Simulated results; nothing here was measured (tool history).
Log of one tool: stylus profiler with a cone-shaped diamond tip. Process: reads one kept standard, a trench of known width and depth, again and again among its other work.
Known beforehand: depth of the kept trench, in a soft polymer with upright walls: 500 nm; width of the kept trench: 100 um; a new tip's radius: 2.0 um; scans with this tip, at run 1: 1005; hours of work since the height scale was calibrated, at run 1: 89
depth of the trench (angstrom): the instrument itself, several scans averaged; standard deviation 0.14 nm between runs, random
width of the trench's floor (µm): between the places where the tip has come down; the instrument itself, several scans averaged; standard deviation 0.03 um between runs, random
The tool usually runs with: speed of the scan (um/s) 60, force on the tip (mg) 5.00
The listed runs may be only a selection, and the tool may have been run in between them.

run,hour,speed of the scan (um/s),force on the tip (mg),scans with this tip,hours of work since the height scale was calibrated,depth of the trench (angstrom),width of the trench's floor (µm)
1,0.0,60,5.00,1005,89,5103.2,96.99
2,14.3,60,5.00,1112,99,5107.1,96.95
3,28.3,60,5.00,1218,108,5104.7,96.99
4,41.3,60,5.00,1316,117,5104.9,96.95
5,51.5,60,5.00,1393,124,5104.4,96.99
6,59.5,60,5.00,1453,129,5105.0,96.90
7,69.0,60,5.00,1525,136,5104.5,96.93
8,78.0,60,5.00,1593,142,5105.6,96.90
9,93.1,60,5.00,1707,152,5105.7,96.92
10,108.0,35,5.00,1819,162,5107.2,96.95
11,117.4,71,5.00,1890,168,5107.0,96.86
12,129.7,71,5.00,1982,176,5105.5,96.82
13,136.9,185,5.00,2037,181,5107.0,96.53
14,145.2,60,4.09,2099,187,5094.4,96.80
15,158.1,60,4.09,2197,195,5093.8,96.83
16,170.3,60,6.55,2288,203,5129.1,96.84
17,177.6,60,6.55,2344,208,5129.1,96.84
18,184.7,60,5.00,2397,213,5108.4,96.87
19,196.7,60,5.00,2488,221,5105.9,96.80
20,203.4,60,3.73,2538,226,5088.5,96.77
21,214.4,60,1.74,2621,233,5053.8,96.69
22,225.9,60,1.74,2708,241,5057.0,96.69
23,232.8,16,2.57,2760,245,5067.2,96.85
24,242.1,16,2.57,2830,251,5073.4,96.81
25,257.4,52,5.00,2945,262,5107.4,96.79
26,271.6,17,4.60,3052,271,5101.8,96.87
27,283.7,76,6.86,3143,279,5131.3,96.71
28,296.2,33,3.09,3238,288,5082.9,96.73
# hour 298.0: height scale calibrated on a step standard
29,309.9,33,3.09,3337,8,5082.6,96.72
30,325.1,165,3.89,3451,18,5095.7,96.37

Run 31, settings as shown, results not yet in. Your forecast:
31,334.4,61,2.10,3522,24,?,?

Run 31 gave depth of the trench (angstrom) 5067.9, width of the trench's floor (µm) 96.61.
With no hidden state in the tool, this same run would have given depth of the trench (angstrom) 5058.0, width of the trench's floor (µm) 97.14.
